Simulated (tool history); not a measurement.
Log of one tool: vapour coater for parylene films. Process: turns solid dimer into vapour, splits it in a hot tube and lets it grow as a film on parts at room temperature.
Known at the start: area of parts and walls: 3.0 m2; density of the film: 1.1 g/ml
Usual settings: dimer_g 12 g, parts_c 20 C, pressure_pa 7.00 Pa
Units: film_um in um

run	hour	dimer_g	parts_c	pressure_pa	film_um
1	0.0	12	20	7.00	1.72
2	39.5	12	20	10.06	1.59
3	76.2	12	20	10.06	1.57
4	98.1	12	20	10.06	1.59
5	123.4	6	20	10.06	0.78
6	144.0	12	20	11.15	1.54
7	179.8	12	20	7.00	1.71
8	219.8	12	14	7.00	2.21
9	255.6	12	20	7.00	1.71
10	281.8	12	20	7.00	1.68
11	317.9	12	20	7.00	1.70
12	335.5	12	20	7.00	1.69
13	353.2	12	20	7.00	1.67
14	384.2	12	20	7.00	1.67
15	419.7	12	20	4.94	1.80
16	460.4	12	20	4.94	1.80
# hour 486.8: table's thermometer calibrated
17	503.2	12	30	7.00	1.03
18	538.9	12	30	7.00	1.03
19	556.0	11	20	7.00	1.46
20	575.1	11	20	7.00	1.43
21	603.3	11	20	7.00	1.46
# hour 609.6: trap's valve overhauled
22	644.5	11	20	7.00	1.51
23	666.5	11	20	7.00	1.55
24	702.2	11	20	7.00	1.53
25	725.6	17	20	3.92	2.69
26	767.7	6	23	5.32	0.79
27	800.1	7	29	2.97	0.77
28	821.2	19	15	10.37	2.95
29	859.8	8	28	7.00	0.78
30	890.6	13	19	6.58	1.88
31	914.3	17	19	2.45	3.05
32	942.5	17	19	2.45	3.08
33	967.7	7	20	9.47	0.89
34	994.6	12	18	7.00	1.80
35	1028.7	9	18	3.08	1.58
36	1050.0	16	26	3.07	2.02
37	1090.5	20	20	7.00	2.71
38	1132.5	5	25	7.00	0.55
39	1165.7	5	25	7.00	0.55
40	1192.8	6	15	3.03	1.20
41	1231.0	22	15	3.03	4.41
# hour 1263.3: trap's valve overhauled
42	1274.2	15	13	3.03	3.45
43	1293.1	7	12	2.43	1.78
44	1326.0	20	12	7.64	3.92
45	1356.2	12	12	7.00	2.42
46	1380.5	11	20	7.00	1.56
47	1420.6	12	19	7.00	1.74
48	1454.1	12	19	7.00	1.75

Hidden state or all else? Some run-to-run changes of film_um, split into what the settings, what came in and random variation would give without the hidden state, and what is left for the hidden state (with any gauge scatter that isn't in both results):
The hidden state here: vapour lost through the trap's worn valve, %; true temperature of the parts over the reading, C; drift of the gauge itself on film_um, %.
Run 21 -> 22: trap's valve overhauled. film_um +0.05 um: hidden state +0.09, all else -0.04.
Run 27 -> 28: dimer_g 7 -> 19, parts_c 29 -> 15, pressure_pa 2.97 -> 10.37. film_um +2.18 um: hidden state -0.02, all else +2.20.
Run 32 -> 33: dimer_g 17 -> 7, parts_c 19 -> 20, pressure_pa 2.45 -> 9.47. film_um -2.19 um: hidden state +0.03, all else -2.22.
Run 40 -> 41: dimer_g 6 -> 22. film_um +3.21 um: hidden state -0.12, all else +3.33.
Run 41 -> 42: dimer_g 22 -> 15, parts_c 15 -> 13, trap's valve overhauled. film_um -0.96 um: hidden state +0.23, all else -1.19.
